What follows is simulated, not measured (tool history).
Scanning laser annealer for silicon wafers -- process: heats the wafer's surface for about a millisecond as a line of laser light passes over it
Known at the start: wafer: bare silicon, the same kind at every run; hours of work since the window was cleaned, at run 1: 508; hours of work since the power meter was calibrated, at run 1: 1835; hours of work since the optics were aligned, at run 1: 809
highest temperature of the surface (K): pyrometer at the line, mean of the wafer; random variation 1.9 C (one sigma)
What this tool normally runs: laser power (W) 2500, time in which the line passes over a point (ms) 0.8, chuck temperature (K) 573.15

run,day,laser power (W),time in which the line passes over a point (ms),chuck temperature (K),hours of work since the window was cleaned,hours of work since the power meter was calibrated,hours of work since the optics were aligned,highest temperature of the surface (K)
1,0,2500,0.8,573.15,508,1835,809,1414.15
2,1.104,2500,0.837,573.15,529,1856,830,1435.15
3,3.421,2731,0.8,573.15,572,1899,873,1487.15
4,4.954,2731,0.8,573.15,601,1927,901,1490.15
5,7.096,2731,0.8,573.15,640,1967,941,1489.15
6,9.292,2731,0.8,573.15,681,2008,982,1491.15
# day 9.996: window over the wafer cleaned
7,12.062,2177,0.8,573.15,39,2058,1032,1314.15
8,14.1,2177,0.8,573.15,76,2096,1070,1316.15
9,16.721,2683,0.8,573.15,125,2145,1119,1476.15
10,19.121,2683,0.8,573.15,170,2189,1164,1475.15
11,20.421,2683,0.8,573.15,194,2214,1188,1476.15
12,22.404,2488,0.8,573.15,231,2251,1225,1412.15
13,24.088,2488,0.8,573.15,262,2282,1256,1414.15
14,25.783,2500,0.723,573.15,294,2313,1288,1379.15
15,26.946,2500,0.723,573.15,315,2335,1309,1384.15
16,29.542,2500,0.723,573.15,364,2383,1357,1383.15
17,30.817,2500,0.645,573.15,387,2407,1381,1341.15
18,33.375,2500,0.645,573.15,435,2455,1429,1344.15
19,34.738,2500,0.645,573.15,460,2480,1454,1339.15
20,36.608,2500,0.645,573.15,495,2515,1489,1341.15
21,39.162,2500,0.645,573.15,543,2562,1537,1343.15
22,40.708,2300,0.746,550.15,572,2591,1565,1309.15
23,42.354,2536,0.612,557.15,602,2622,1596,1317.15
24,44.904,2536,0.612,557.15,650,2669,1643,1315.15
# day 47.4: window over the wafer cleaned
25,47.4,2386,0.8,577.15,0,2714,1688,1386.15
26,49.717,2500,0.982,534.15,43,2757,1731,1458.15
27,50.846,2444,0.97,551.15,64,2778,1752,1450.15
28,52.35,2500,0.857,549.15,92,2806,1780,1418.15
# day 53.475: optics aligned, line set to its width
29,54.988,2500,0.8,608.15,137,2851,28,1455.15
30,57.721,2500,0.8,569.15,188,2902,79,1413.15
31,60.296,2500,0.618,552.15,236,2950,127,1307.15
32,62.154,2500,0.598,554.15,271,2985,162,1298.15
33,64.767,2500,0.598,554.15,319,3033,210,1299.15
34,66.921,2500,0.598,554.15,359,3074,250,1300.15
35,68.171,2481,0.933,540.15,383,3097,274,1436.15
36,69.733,2481,0.976,540.15,412,3126,303,1456.15
37,72.471,2481,0.976,540.15,463,3177,354,1455.15
38,74.954,2481,0.976,540.15,509,3223,400,1455.15
39,76.975,2481,0.976,540.15,547,3261,437,1452.15
40,79.546,2300,0.564,573.15,594,3309,485,1244.15

4 ways to go on from here, each from the tool as it stands after run 40. What would each give?
A,81.783,2588,0.8,573.15,636,3350,527,?
B,81.783,2300,0.675,573.15,636,3350,527,?
C,81.783,2274,0.564,592.15,636,3350,527,?
D,81.783,2199,0.564,601.15,636,3350,527,?

run,highest temperature of the surface (K)
A,1445.15
B,1294.15
C,1255.15
D,1244.15
Stripped of hidden state, with their random variation kept, the same runs would have yielded:
run,highest temperature of the surface (K)
A,1445.15
B,1295.15
C,1255.15
D,1244.15
